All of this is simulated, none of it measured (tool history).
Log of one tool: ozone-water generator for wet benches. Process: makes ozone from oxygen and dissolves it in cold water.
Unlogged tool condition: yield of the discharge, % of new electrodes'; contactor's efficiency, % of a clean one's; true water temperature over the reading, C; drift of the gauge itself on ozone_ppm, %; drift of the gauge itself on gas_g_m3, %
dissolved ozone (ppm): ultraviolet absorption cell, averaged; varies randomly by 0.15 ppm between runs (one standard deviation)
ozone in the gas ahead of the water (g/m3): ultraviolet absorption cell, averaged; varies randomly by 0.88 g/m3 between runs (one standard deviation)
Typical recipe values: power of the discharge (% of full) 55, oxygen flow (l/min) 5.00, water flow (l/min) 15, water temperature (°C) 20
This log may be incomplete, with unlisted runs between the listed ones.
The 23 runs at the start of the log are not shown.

run     day  power of the discharge (% of full)  oxygen flow (l/min)  water flow (l/min)  water temperature (°C)  hours of work since the electrodes were changed  hours of work since the contactor was cleaned  hours of work since the thermometer was calibrated  dissolved ozone (ppm)  ozone in the gas ahead of the water (g/m3)
 24  19.700                                  40                 4.32                  23                      17                                              712                                            304                                                1746                   10.9                                       115.6
 25  20.700                                  40                 4.32                  23                      17                                              727                                            319                                                1761                   10.9                                       116.9
 26  21.254                                  66                 5.00                  15                      14                                              735                                            327                                                1770                   24.6                                       167.0
 27  22.071                                  66                 7.37                  15                      15                                              748                                            340                                                1782                   25.2                                       146.9
 28  22.954                                  78                 5.33                  16                      15                                              761                                            353                                                1796                   27.1                                       187.2
 29  23.750                                  78                 4.06                  16                      24                                              774                                            365                                                1808                   22.2                                       205.3
 30  24.346                                  78                 4.06                  16                      24                                              783                                            374                                                1817                   22.2                                       203.6
 31  25.262                                  78                 4.06                  16                      24                                              797                                            388                                                1831                   22.0                                       203.8
 32  26.442                                  78                 4.06                  16                      24                                              815                                            406                                                1849                   22.2                                       203.1

Predict each of these 4 candidate next runs independently; none follows another, all start after run 32:
  A  27.300                                  49                 4.06                  12                      17                                              828                                            420                                                1862                      ?                                           ?
  B  27.300                                  55                 5.00                  20                      20                                              828                                            420                                                1862                      ?                                           ?
  C  27.300                                  55                 8.30                  15                      20                                              828                                            420                                                1862                      ?                                           ?
  D  27.300                                  50                 5.00                  16                      15                                              828                                            420                                                1862                      ?                                           ?

run  dissolved ozone (ppm)  ozone in the gas ahead of the water (g/m3)
  A                   20.2                                       139.0
  B                   15.6                                       143.2
  C                   19.8                                       119.4
  D                   18.0                                       132.7
The same runs, with their run-to-run variation unchanged, on a tool lacking any hidden condition would have given:
run  dissolved ozone (ppm)  ozone in the gas ahead of the water (g/m3)
  A                   20.7                                       140.7
  B                   16.0                                       145.1
  C                   20.3                                       121.0
  D                   18.4                                       134.3
